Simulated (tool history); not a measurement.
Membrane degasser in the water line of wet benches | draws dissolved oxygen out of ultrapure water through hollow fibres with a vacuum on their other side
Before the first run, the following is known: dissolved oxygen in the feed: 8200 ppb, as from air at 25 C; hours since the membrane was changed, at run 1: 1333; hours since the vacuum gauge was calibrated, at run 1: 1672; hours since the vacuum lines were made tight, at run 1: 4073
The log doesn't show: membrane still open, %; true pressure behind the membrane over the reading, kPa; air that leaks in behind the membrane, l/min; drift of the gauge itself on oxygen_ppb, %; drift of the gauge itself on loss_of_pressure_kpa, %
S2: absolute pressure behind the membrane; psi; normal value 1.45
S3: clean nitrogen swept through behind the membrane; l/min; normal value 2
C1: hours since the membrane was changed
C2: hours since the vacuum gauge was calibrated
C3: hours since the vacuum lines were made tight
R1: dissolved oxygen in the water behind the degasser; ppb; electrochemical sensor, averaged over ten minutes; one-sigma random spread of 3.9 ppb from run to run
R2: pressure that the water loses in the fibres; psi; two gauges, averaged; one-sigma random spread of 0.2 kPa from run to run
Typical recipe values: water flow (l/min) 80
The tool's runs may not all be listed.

{"run": 1, "day": 0.0, "water flow (l/min)": 80, "S2": 1.45, "S3": 2, "C1": 1333, "C2": 1672, "C3": 4073, "R1": 697.2, "R2": 6.177}
{"run": 2, "day": 10.112, "water flow (l/min)": 80, "S2": 1.45, "S3": 2, "C1": 1575, "C2": 1915, "C3": 4315, "R1": 693.4, "R2": 6.203}
{"run": 3, "day": 15.708, "water flow (l/min)": 80, "S2": 1.45, "S3": 2, "C1": 1710, "C2": 2049, "C3": 4450, "R1": 694.1, "R2": 6.225}
{"run": 4, "day": 20.371, "water flow (l/min)": 80, "S2": 1.45, "S3": 2, "C1": 1822, "C2": 2161, "C3": 4561, "R1": 697.1, "R2": 6.25}
{"run": 5, "day": 27.8, "water flow (l/min)": 80, "S2": 1.45, "S3": 2, "C1": 2000, "C2": 2340, "C3": 4740, "R1": 700.7, "R2": 6.237}
{"run": 6, "day": 35.996, "water flow (l/min)": 80, "S2": 1.45, "S3": 2, "C1": 2197, "C2": 2536, "C3": 4937, "R1": 697.4, "R2": 6.237}
{"run": 7, "day": 41.662, "water flow (l/min)": 80, "S2": 1.45, "S3": 2, "C1": 2333, "C2": 2672, "C3": 5073, "R1": 696.7, "R2": 6.296}
{"run": 8, "day": 49.258, "water flow (l/min)": 80, "S2": 1.45, "S3": 2, "C1": 2515, "C2": 2855, "C3": 5255, "R1": 698.9, "R2": 6.211}
{"run": 9, "day": 59.125, "water flow (l/min)": 80, "S2": 0.99, "S3": 2, "C1": 2752, "C2": 3091, "C3": 5492, "R1": 478.7, "R2": 6.261}
{"run": 10, "day": 67.45, "water flow (l/min)": 53, "S2": 1.45, "S3": 2, "C1": 2951, "C2": 3291, "C3": 5691, "R1": 424.2, "R2": 4.147}
{"run": 11, "day": 73.267, "water flow (l/min)": 80, "S2": 1.45, "S3": 2, "C1": 3091, "C2": 3431, "C3": 5831, "R1": 704, "R2": 6.287}
{"run": 12, "day": 77.671, "water flow (l/min)": 80, "S2": 1.45, "S3": 2, "C1": 3197, "C2": 3536, "C3": 5937, "R1": 707.9, "R2": 6.309}
{"run": 13, "day": 84.371, "water flow (l/min)": 80, "S2": 1.45, "S3": 3.49, "C1": 3358, "C2": 3697, "C3": 6098, "R1": 524.8, "R2": 6.267}
{"run": 14, "day": 92.571, "water flow (l/min)": 80, "S2": 1.45, "S3": 3.49, "C1": 3554, "C2": 3894, "C3": 6294, "R1": 522.1, "R2": 6.277}
{"run": 15, "day": 102.662, "water flow (l/min)": 80, "S2": 1.65, "S3": 2, "C1": 3797, "C2": 4136, "C3": 6537, "R1": 798.2, "R2": 6.35}
{"run": 16, "day": 113.108, "water flow (l/min)": 67, "S2": 1.65, "S3": 2, "C1": 4047, "C2": 4387, "C3": 6787, "R1": 651.7, "R2": 5.253}
{"day": 114.558, "done": "seals of the vacuum lines changed"}
{"run": 17, "day": 121.675, "water flow (l/min)": 67, "S2": 1.65, "S3": 2, "C1": 4251, "C2": 4591, "C3": 171, "R1": 653.4, "R2": 5.263}
{"run": 18, "day": 129.967, "water flow (l/min)": 67, "S2": 1.65, "S3": 2, "C1": 4450, "C2": 4790, "C3": 370, "R1": 657.1, "R2": 5.256}
{"run": 19, "day": 138.779, "water flow (l/min)": 67, "S2": 1.65, "S3": 2, "C1": 4661, "C2": 5001, "C3": 581, "R1": 661.5, "R2": 5.313}
{"run": 20, "day": 147.117, "water flow (l/min)": 67, "S2": 1.65, "S3": 2, "C1": 4861, "C2": 5201, "C3": 781, "R1": 658.9, "R2": 5.253}
{"day": 153.988, "done": "vacuum gauge calibrated"}
{"run": 21, "day": 156.517, "water flow (l/min)": 48, "S2": 3.02, "S3": 1.78, "C1": 5087, "C2": 61, "C3": 1006, "R1": 948, "R2": 3.835}
{"run": 22, "day": 165.654, "water flow (l/min)": 80, "S2": 1.42, "S3": 4.27, "C1": 5306, "C2": 280, "C3": 1226, "R1": 461.6, "R2": 6.271}
{"run": 23, "day": 172.879, "water flow (l/min)": 80, "S2": 2.42, "S3": 1.14, "C1": 5479, "C2": 453, "C3": 1399, "R1": 1592.9, "R2": 6.376}
{"run": 24, "day": 180.062, "water flow (l/min)": 84, "S2": 2.36, "S3": 2, "C1": 5652, "C2": 626, "C3": 1572, "R1": 1176.5, "R2": 6.662}
{"run": 25, "day": 189.004, "water flow (l/min)": 84, "S2": 2.36, "S3": 2, "C1": 5866, "C2": 840, "C3": 1786, "R1": 1176.7, "R2": 6.705}
{"run": 26, "day": 194.958, "water flow (l/min)": 80, "S2": 3.15, "S3": 4.22, "C1": 6009, "C2": 983, "C3": 1929, "R1": 906.4, "R2": 6.331}
{"run": 27, "day": 201.896, "water flow (l/min)": 80, "S2": 3.15, "S3": 4.22, "C1": 6176, "C2": 1150, "C3": 2096, "R1": 897.9, "R2": 6.351}
{"run": 28, "day": 208.05, "water flow (l/min)": 77, "S2": 0.88, "S3": 2, "C1": 6323, "C2": 1298, "C3": 2243, "R1": 395.1, "R2": 6.119}
{"run": 29, "day": 217.871, "water flow (l/min)": 80, "S2": 1.45, "S3": 1.28, "C1": 6559, "C2": 1533, "C3": 2479, "R1": 887.8, "R2": 6.356}
{"run": 30, "day": 225.25, "water flow (l/min)": 51, "S2": 1.6, "S3": 3.43, "C1": 6736, "C2": 1710, "C3": 2656, "R1": 301.4, "R2": 4.064}
{"run": 31, "day": 230.35, "water flow (l/min)": 80, "S2": 2.36, "S3": 2, "C1": 6859, "C2": 1833, "C3": 2779, "R1": 1128.3, "R2": 6.401}

3 options for the next run, each taken on its own from the tool as it stands now. Forecast them:
{"run": "A", "day": 235.912, "water flow (l/min)": 85, "S2": 2.36, "S3": 2, "C1": 6992, "C2": 1966, "C3": 2912, "R1": "?", "R2": "?"}
{"run": "B", "day": 235.912, "water flow (l/min)": 67, "S2": 1.07, "S3": 3.79, "C1": 6992, "C2": 1966, "C3": 2912, "R1": "?", "R2": "?"}
{"run": "C", "day": 235.912, "water flow (l/min)": 80, "S2": 1.45, "S3": 1.41, "C1": 6992, "C2": 1966, "C3": 2912, "R1": "?", "R2": "?"}

run=A R1=1194.6 R2=6.812
run=B R1=283.3 R2=5.355
run=C R1=852.6 R2=6.424
The same runs, with their run-to-run variation unchanged, on a tool lacking any hidden condition would have given:
run=A R1=1165.6 R2=6.563
run=B R1=263.5 R2=5.159
run=C R1=823.8 R2=6.189
